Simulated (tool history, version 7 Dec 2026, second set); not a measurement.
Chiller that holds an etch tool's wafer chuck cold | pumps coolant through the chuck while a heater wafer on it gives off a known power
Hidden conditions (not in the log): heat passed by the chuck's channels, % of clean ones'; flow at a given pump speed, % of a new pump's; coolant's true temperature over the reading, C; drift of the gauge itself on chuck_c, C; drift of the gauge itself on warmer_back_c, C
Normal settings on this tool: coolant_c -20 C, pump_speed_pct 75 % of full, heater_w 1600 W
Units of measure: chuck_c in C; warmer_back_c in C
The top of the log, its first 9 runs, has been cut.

| run | day | coolant_c | pump_speed_pct | heater_w | hours since the coolant was changed and the channels were flushed | hours since the pump was overhauled | hours since the chiller's thermometer was calibrated | chuck_c | warmer_back_c |
|---|---|---|---|---|---|---|---|---|---|
| 10 | 13.712 | -20 | 64 | 1600 | 3269 | 530 | 3016 | -3.0 | 7.03 |
| 11 | 15.192 | -20 | 64 | 1600 | 3304 | 566 | 3051 | -3.1 | 6.94 |
| 12 | 16.533 | -10 | 64 | 1600 | 3337 | 598 | 3084 | 6.9 | 6.94 |
| 13 | 17.625 | -10 | 64 | 1600 | 3363 | 624 | 3110 | 7.1 | 6.98 |
|  | 17.771 | chiller's thermometer calibrated |
| 14 | 19.546 | -20 | 75 | 1600 | 3408 | 669 | 43 | -4.7 | 5.95 |
| 15 | 20.662 | -27 | 75 | 1600 | 3435 | 696 | 69 | -12.0 | 5.91 |
| 16 | 22.067 | -27 | 75 | 1910 | 3468 | 730 | 103 | -9.1 | 7.08 |
| 17 | 23.029 | -15 | 80 | 1910 | 3491 | 753 | 126 | 2.3 | 6.70 |
| 18 | 24.788 | -20 | 80 | 1918 | 3534 | 795 | 168 | -2.7 | 6.63 |
| 19 | 26.146 | -20 | 67 | 2109 | 3566 | 828 | 201 | 1.4 | 8.87 |

Predict the results of run 20:
| 20 | 27.683 | -13 | 67 | 2090 | 3603 | 864 | 238 | ? | ? |

Logged for run 20: chuck_c 8.2 C, warmer_back_c 8.83 C.
Were there no unlogged condition in the tool, this run, its random variation unchanged, would have produced chuck_c 6.4 C, warmer_back_c 8.67 C.

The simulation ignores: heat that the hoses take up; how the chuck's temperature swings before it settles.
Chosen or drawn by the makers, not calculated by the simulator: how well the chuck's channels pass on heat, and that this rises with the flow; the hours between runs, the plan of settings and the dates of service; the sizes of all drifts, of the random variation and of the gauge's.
